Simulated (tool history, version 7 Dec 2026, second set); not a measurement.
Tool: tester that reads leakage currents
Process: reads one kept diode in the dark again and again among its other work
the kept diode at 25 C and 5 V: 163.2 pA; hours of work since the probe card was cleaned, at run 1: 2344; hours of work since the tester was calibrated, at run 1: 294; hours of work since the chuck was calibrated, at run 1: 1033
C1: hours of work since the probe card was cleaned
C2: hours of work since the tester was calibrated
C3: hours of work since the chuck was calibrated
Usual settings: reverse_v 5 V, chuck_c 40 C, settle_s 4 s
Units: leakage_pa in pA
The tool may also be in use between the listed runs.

run 1 day=0 | reverse_v=5 chuck_c=40 settle_s=4 | C1=2344 C2=294 C3=1033 | leakage_pa=639.96
run 2 day=1.596 | reverse_v=5 chuck_c=40 settle_s=4 | C1=2363 C2=313 C3=1052 | leakage_pa=639.86
run 3 day=4.629 | reverse_v=5 chuck_c=40 settle_s=4 | C1=2400 C2=349 C3=1088 | leakage_pa=637.85
run 4 day=6.25 | reverse_v=5 chuck_c=40 settle_s=4 | C1=2419 C2=369 C3=1108 | leakage_pa=642.93
run 5 day=8.071 | reverse_v=1.04 chuck_c=40 settle_s=4 | C1=2440 C2=390 C3=1129 | leakage_pa=296.45
run 6 day=11.162 | reverse_v=1.04 chuck_c=40 settle_s=4 | C1=2477 C2=427 C3=1166 | leakage_pa=297.35
run 7 day=14.262 | reverse_v=1.04 chuck_c=40 settle_s=4 | C1=2514 C2=464 C3=1203 | leakage_pa=297.32
run 8 day=15.675 | reverse_v=1.04 chuck_c=40 settle_s=4 | C1=2531 C2=481 C3=1220 | leakage_pa=298.62
run 9 day=17.808 | reverse_v=12.44 chuck_c=40 settle_s=2.31 | C1=2556 C2=506 C3=1245 | leakage_pa=995.05
run 10 day=19.85 | reverse_v=1.92 chuck_c=23 settle_s=3.02 | C1=2581 C2=530 C3=1270 | leakage_pa=85.45
run 11 day=22.138 | reverse_v=1.92 chuck_c=23 settle_s=3.02 | C1=2608 C2=558 C3=1297 | leakage_pa=85.3
run 12 day=25.075 | reverse_v=5 chuck_c=22 settle_s=0.66 | C1=2643 C2=593 C3=1332 | leakage_pa=129.65
run 13 day=27.417 | reverse_v=11.61 chuck_c=46 settle_s=1.58 | C1=2671 C2=621 C3=1360 | leakage_pa=1584.88

4 ways to go on from here, each from the tool as it stands after run 13. What would each give?
run A day=28.738 | reverse_v=5 chuck_c=40 settle_s=2.53 | C1=2687 C2=636 C3=1375 | leakage_pa=?
run B day=28.738 | reverse_v=1.05 chuck_c=46 settle_s=1.32 | C1=2687 C2=636 C3=1375 | leakage_pa=?
run C day=28.738 | reverse_v=7.18 chuck_c=45 settle_s=0.41 | C1=2687 C2=636 C3=1375 | leakage_pa=?
run D day=28.738 | reverse_v=1.97 chuck_c=26 settle_s=1.58 | C1=2687 C2=636 C3=1375 | leakage_pa=?

run=A leakage_pa=633.11
run=B leakage_pa=498.16
run=C leakage_pa=1157.99
run=D leakage_pa=114.56
Without the tool's hidden state the same runs would have given:
run=A leakage_pa=652.43
run=B leakage_pa=518.95
run=C leakage_pa=1195.87
run=D leakage_pa=116.15

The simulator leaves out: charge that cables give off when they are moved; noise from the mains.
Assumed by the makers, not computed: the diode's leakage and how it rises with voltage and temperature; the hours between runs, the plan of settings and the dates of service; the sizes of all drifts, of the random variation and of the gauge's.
